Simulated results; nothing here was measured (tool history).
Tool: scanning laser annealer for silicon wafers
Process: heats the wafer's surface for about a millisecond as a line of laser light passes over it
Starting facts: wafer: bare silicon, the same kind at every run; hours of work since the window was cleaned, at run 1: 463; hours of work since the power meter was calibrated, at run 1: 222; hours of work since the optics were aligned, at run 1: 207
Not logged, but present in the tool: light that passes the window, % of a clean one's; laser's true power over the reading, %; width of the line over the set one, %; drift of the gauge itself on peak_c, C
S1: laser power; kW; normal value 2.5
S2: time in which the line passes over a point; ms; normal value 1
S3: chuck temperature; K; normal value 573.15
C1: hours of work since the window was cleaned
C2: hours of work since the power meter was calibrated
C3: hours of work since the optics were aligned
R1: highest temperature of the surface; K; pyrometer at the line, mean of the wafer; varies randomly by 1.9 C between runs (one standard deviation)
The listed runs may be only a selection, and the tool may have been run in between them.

run,hour,S1,S2,S3,C1,C2,C3,R1
1,0,2.5,1,573.15,463,222,207,1351.15
2,6.3,2.5,1,573.15,467,226,211,1347.15
3,17,2.5,1,573.15,473,232,218,1349.15
4,24,2.5,1,573.15,478,237,222,1348.15
5,34.4,2.411,1,573.15,484,243,228,1318.15
6,44,2.5,1,591.15,490,249,234,1367.15
7,54.3,2.5,1,573.15,496,255,241,1349.15
8,59.6,2.5,1,573.15,500,259,244,1347.15
9,67.8,2.5,1,573.15,505,264,249,1348.15
10,76.7,2.5,1,573.15,510,269,255,1348.15
11,85.6,2.285,0.7,568.15,516,275,260,1143.15
12,92.8,2.5,0.79,573.15,520,279,264,1251.15
13,101.2,2.5,0.79,573.15,525,285,270,1252.15
14,109.2,2.548,0.79,593.15,530,290,275,1288.15
15,113.9,2.5,0.89,607.15,533,292,278,1334.15
16,121.6,2.192,1.12,556.15,538,297,282,1268.15
17,131,2.351,1.22,573.15,544,303,288,1379.15
18,140.5,2.345,0.95,541.15,550,309,294,1239.15
19,151.2,2.429,1.18,605.15,556,316,301,1427.15
20,158.5,2.429,1.18,605.15,561,320,305,1425.15

Below are 4 alternative next runs, each starting from the tool's condition after run 20. Predict each:
A,168.1,2.398,1,573.15,567,326,311,?
B,168.1,2.217,0.75,550.15,567,326,311,?
C,168.1,2.489,1.18,611.15,567,326,311,?
D,168.1,2.381,0.81,605.15,567,326,311,?

run,R1
A,1308.15
B,1121.15
C,1454.15
D,1252.15
Without the tool's hidden state the same runs would have given:
run,R1
A,1327.15
B,1136.15
C,1475.15
D,1268.15
